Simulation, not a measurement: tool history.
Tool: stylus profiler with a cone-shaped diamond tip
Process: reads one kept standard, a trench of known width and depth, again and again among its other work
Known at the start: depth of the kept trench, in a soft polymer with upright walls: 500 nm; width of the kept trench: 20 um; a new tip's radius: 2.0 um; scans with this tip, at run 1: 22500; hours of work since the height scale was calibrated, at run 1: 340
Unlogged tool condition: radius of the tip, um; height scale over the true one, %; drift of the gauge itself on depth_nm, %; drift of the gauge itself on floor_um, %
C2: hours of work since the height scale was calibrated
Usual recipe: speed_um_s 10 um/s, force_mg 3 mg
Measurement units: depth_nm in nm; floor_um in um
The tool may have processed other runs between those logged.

{"run": 1, "day": 0.0, "speed_um_s": 10, "force_mg": 3, "scans with this tip": 22500, "C2": 340, "depth_nm": 508.76, "floor_um": 15.82}
{"run": 2, "day": 4.517, "speed_um_s": 10, "force_mg": 3, "scans with this tip": 23130, "C2": 400, "depth_nm": 508.91, "floor_um": 15.79}
{"run": 3, "day": 9.258, "speed_um_s": 10, "force_mg": 3, "scans with this tip": 23793, "C2": 463, "depth_nm": 508.7, "floor_um": 15.81}
{"run": 4, "day": 13.021, "speed_um_s": 10, "force_mg": 1.27, "scans with this tip": 24318, "C2": 513, "depth_nm": 504.65, "floor_um": 15.76}
{"run": 5, "day": 15.525, "speed_um_s": 10, "force_mg": 3, "scans with this tip": 24668, "C2": 547, "depth_nm": 508.52, "floor_um": 15.74}
{"run": 6, "day": 18.888, "speed_um_s": 10, "force_mg": 5.2, "scans with this tip": 25137, "C2": 592, "depth_nm": 512.76, "floor_um": 15.71}
{"day": 23.079, "done": "new tip fitted, height scale calibrated"}
{"run": 7, "day": 23.558, "speed_um_s": 10, "force_mg": 5.2, "scans with this tip": 67, "C2": 6, "depth_nm": 513.64, "floor_um": 17.32}
{"run": 8, "day": 27.392, "speed_um_s": 8, "force_mg": 5.2, "scans with this tip": 602, "C2": 57, "depth_nm": 513.66, "floor_um": 17.28}
{"run": 9, "day": 31.546, "speed_um_s": 10, "force_mg": 3, "scans with this tip": 1182, "C2": 113, "depth_nm": 509.27, "floor_um": 17.24}
{"run": 10, "day": 36.2, "speed_um_s": 10, "force_mg": 3, "scans with this tip": 1832, "C2": 175, "depth_nm": 509.36, "floor_um": 17.12}
{"run": 11, "day": 39.229, "speed_um_s": 2, "force_mg": 3, "scans with this tip": 2255, "C2": 215, "depth_nm": 509.19, "floor_um": 17.17}
{"run": 12, "day": 42.192, "speed_um_s": 10, "force_mg": 2.77, "scans with this tip": 2669, "C2": 255, "depth_nm": 508.78, "floor_um": 17.07}
{"run": 13, "day": 46.671, "speed_um_s": 25, "force_mg": 3, "scans with this tip": 3295, "C2": 314, "depth_nm": 509.31, "floor_um": 17.01}
{"run": 14, "day": 48.967, "speed_um_s": 25, "force_mg": 3, "scans with this tip": 3615, "C2": 345, "depth_nm": 509.06, "floor_um": 16.96}
{"run": 15, "day": 53.092, "speed_um_s": 25, "force_mg": 3, "scans with this tip": 4191, "C2": 400, "depth_nm": 509.04, "floor_um": 16.97}
{"run": 16, "day": 57.771, "speed_um_s": 25, "force_mg": 3, "scans with this tip": 4845, "C2": 462, "depth_nm": 508.92, "floor_um": 16.85}
{"run": 17, "day": 61.717, "speed_um_s": 25, "force_mg": 6.93, "scans with this tip": 5396, "C2": 515, "depth_nm": 515.86, "floor_um": 16.86}
{"run": 18, "day": 64.829, "speed_um_s": 25, "force_mg": 6.93, "scans with this tip": 5831, "C2": 556, "depth_nm": 515.94, "floor_um": 16.81}
{"run": 19, "day": 66.846, "speed_um_s": 25, "force_mg": 6.93, "scans with this tip": 6112, "C2": 583, "depth_nm": 515.79, "floor_um": 16.78}
{"run": 20, "day": 69.283, "speed_um_s": 10, "force_mg": 3, "scans with this tip": 6453, "C2": 616, "depth_nm": 508.78, "floor_um": 16.84}
{"run": 21, "day": 74.079, "speed_um_s": 10, "force_mg": 3, "scans with this tip": 7122, "C2": 680, "depth_nm": 508.7, "floor_um": 16.76}
{"run": 22, "day": 78.529, "speed_um_s": 10, "force_mg": 3, "scans with this tip": 7744, "C2": 739, "depth_nm": 508.54, "floor_um": 16.68}
{"run": 23, "day": 81.717, "speed_um_s": 10, "force_mg": 3, "scans with this tip": 8189, "C2": 781, "depth_nm": 508.58, "floor_um": 16.65}
{"run": 24, "day": 85.221, "speed_um_s": 18, "force_mg": 1.28, "scans with this tip": 8678, "C2": 828, "depth_nm": 504.5, "floor_um": 16.63}
{"run": 25, "day": 89.346, "speed_um_s": 18, "force_mg": 1.28, "scans with this tip": 9254, "C2": 883, "depth_nm": 504.36, "floor_um": 16.55}
{"day": 89.729, "done": "height scale calibrated on a step standard"}
{"run": 26, "day": 92.738, "speed_um_s": 18, "force_mg": 1.28, "scans with this tip": 9725, "C2": 40, "depth_nm": 503.89, "floor_um": 16.54}
{"run": 27, "day": 95.779, "speed_um_s": 18, "force_mg": 1.28, "scans with this tip": 10150, "C2": 81, "depth_nm": 503.64, "floor_um": 16.44}
{"run": 28, "day": 99.808, "speed_um_s": 5, "force_mg": 1.28, "scans with this tip": 10712, "C2": 134, "depth_nm": 503.7, "floor_um": 16.48}
{"run": 29, "day": 102.629, "speed_um_s": 27, "force_mg": 5.07, "scans with this tip": 11107, "C2": 172, "depth_nm": 511.71, "floor_um": 16.48}
{"day": 104.217, "done": "height scale calibrated on a step standard, once more"}
{"run": 30, "day": 106.912, "speed_um_s": 14, "force_mg": 4.84, "scans with this tip": 11701, "C2": 36, "depth_nm": 513.11, "floor_um": 16.4}
{"run": 31, "day": 109.904, "speed_um_s": 14, "force_mg": 4.84, "scans with this tip": 12119, "C2": 76, "depth_nm": 512.89, "floor_um": 16.39}
{"run": 32, "day": 114.721, "speed_um_s": 14, "force_mg": 4.84, "scans with this tip": 12792, "C2": 140, "depth_nm": 512.8, "floor_um": 16.38}
{"run": 33, "day": 117.442, "speed_um_s": 5, "force_mg": 4.84, "scans with this tip": 13172, "C2": 176, "depth_nm": 512.95, "floor_um": 16.37}
{"run": 34, "day": 121.45, "speed_um_s": 5, "force_mg": 4.84, "scans with this tip": 13732, "C2": 230, "depth_nm": 512.77, "floor_um": 16.31}
{"run": 35, "day": 126.012, "speed_um_s": 10, "force_mg": 7.2, "scans with this tip": 14369, "C2": 291, "depth_nm": 516.42, "floor_um": 16.25}
{"run": 36, "day": 129.125, "speed_um_s": 15, "force_mg": 6.69, "scans with this tip": 14804, "C2": 332, "depth_nm": 515.79, "floor_um": 16.21}
{"run": 37, "day": 133.833, "speed_um_s": 20, "force_mg": 8.62, "scans with this tip": 15461, "C2": 395, "depth_nm": 518.53, "floor_um": 16.28}
{"run": 38, "day": 137.367, "speed_um_s": 3, "force_mg": 5.07, "scans with this tip": 15955, "C2": 442, "depth_nm": 513.06, "floor_um": 16.19}
{"run": 39, "day": 141.438, "speed_um_s": 8, "force_mg": 3.45, "scans with this tip": 16523, "C2": 496, "depth_nm": 509.97, "floor_um": 16.12}
{"run": 40, "day": 144.012, "speed_um_s": 6, "force_mg": 4.18, "scans with this tip": 16883, "C2": 530, "depth_nm": 511.33, "floor_um": 16.15}
{"run": 41, "day": 148.683, "speed_um_s": 9, "force_mg": 1.69, "scans with this tip": 17535, "C2": 593, "depth_nm": 506.05, "floor_um": 16.03}
{"run": 42, "day": 152.042, "speed_um_s": 9, "force_mg": 1.69, "scans with this tip": 18004, "C2": 637, "depth_nm": 505.84, "floor_um": 16.01}
{"run": 43, "day": 156.688, "speed_um_s": 3, "force_mg": 3.88, "scans with this tip": 18653, "C2": 699, "depth_nm": 510.62, "floor_um": 16.02}
{"run": 44, "day": 159.333, "speed_um_s": 7, "force_mg": 4.96, "scans with this tip": 19022, "C2": 735, "depth_nm": 512.62, "floor_um": 15.99}
{"run": 45, "day": 161.954, "speed_um_s": 6, "force_mg": 2.02, "scans with this tip": 19388, "C2": 770, "depth_nm": 506.57, "floor_um": 15.95}

Here are 3 independent what-if runs from the current tool condition. What would each one return?
{"run": "A", "day": 165.125, "speed_um_s": 13, "force_mg": 6.13, "scans with this tip": 19831, "C2": 812, "depth_nm": "?", "floor_um": "?"}
{"run": "B", "day": 165.125, "speed_um_s": 3, "force_mg": 1.91, "scans with this tip": 19831, "C2": 812, "depth_nm": "?", "floor_um": "?"}
{"run": "C", "day": 165.125, "speed_um_s": 4, "force_mg": 5.3, "scans with this tip": 19831, "C2": 812, "depth_nm": "?", "floor_um": "?"}

run=A depth_nm=514.34 floor_um=15.91
run=B depth_nm=506.25 floor_um=15.95
run=C depth_nm=512.87 floor_um=15.96
What these runs would have given with no unlogged condition in the tool:
run=A depth_nm=515.08 floor_um=17.32
run=B depth_nm=506.98 floor_um=17.36
run=C depth_nm=513.6 floor_um=17.37
